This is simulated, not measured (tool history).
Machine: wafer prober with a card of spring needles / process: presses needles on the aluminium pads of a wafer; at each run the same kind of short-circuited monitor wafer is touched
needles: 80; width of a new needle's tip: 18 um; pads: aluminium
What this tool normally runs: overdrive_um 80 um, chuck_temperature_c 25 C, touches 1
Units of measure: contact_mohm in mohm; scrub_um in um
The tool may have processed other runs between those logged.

| run | day | overdrive_um | chuck_temperature_c | touches | contact_mohm | scrub_um |
|---|---|---|---|---|---|---|
| 1 | 0 | 80 | 25 | 1 | 160 | 21.73 |
| 2 | 0.796 | 98 | 25 | 1 | 157 | 26.59 |
|  | 1.096 | tips cleaned on abrasive film |
| 3 | 1.371 | 80 | 25 | 1 | 158 | 21.71 |
| 4 | 1.992 | 80 | 25 | 1 | 158 | 21.69 |
| 5 | 2.771 | 80 | 25 | 1 | 159 | 21.68 |
|  | 2.938 | tips cleaned on abrasive film |
| 6 | 3.542 | 80 | 25 | 1 | 158 | 21.65 |
| 7 | 3.871 | 80 | 25 | 1 | 159 | 21.63 |
| 8 | 4.342 | 98 | 25 | 1 | 161 | 26.51 |
|  | 4.788 | tips cleaned on abrasive film |
| 9 | 4.962 | 78 | 83 | 2 | 170 | 21.1 |
| 10 | 5.733 | 94 | 83 | 1 | 169 | 25.33 |
| 11 | 6.521 | 90 | 115 | 2 | 173 | 24.28 |
|  | 6.65 | tips cleaned on abrasive film |
| 12 | 7.254 | 62 | 115 | 1 | 178 | 16.69 |
| 13 | 7.967 | 62 | 115 | 1 | 182 | 16.68 |
| 14 | 8.358 | 96 | 43 | 1 | 162 | 25.8 |
|  | 8.488 | tips cleaned on abrasive film |
| 15 | 8.933 | 80 | 25 | 1 | 157 | 21.48 |

What if the next run were any one of these 5? Each begins from the tool's condition after run 15:
| A | 9.621 | 80 | 54 | 1 | ? | ? |
| B | 9.621 | 65 | 25 | 1 | ? | ? |
| C | 9.621 | 80 | 50 | 1 | ? | ? |
| D | 9.621 | 81 | 27 | 3 | ? | ? |
| E | 9.621 | 65 | 122 | 1 | ? | ? |

| run | contact_mohm | scrub_um |
|---|---|---|
| A | 167 | 21.48 |
| B | 163 | 17.44 |
| C | 163 | 21.45 |
| D | 157 | 21.72 |
| E | 182 | 17.41 |
What these runs would have given with no unlogged condition in the tool:
| run | contact_mohm | scrub_um |
|---|---|---|
| A | 166 | 21.75 |
| B | 162 | 17.66 |
| C | 163 | 21.72 |
| D | 157 | 22 |
| E | 181 | 17.63 |
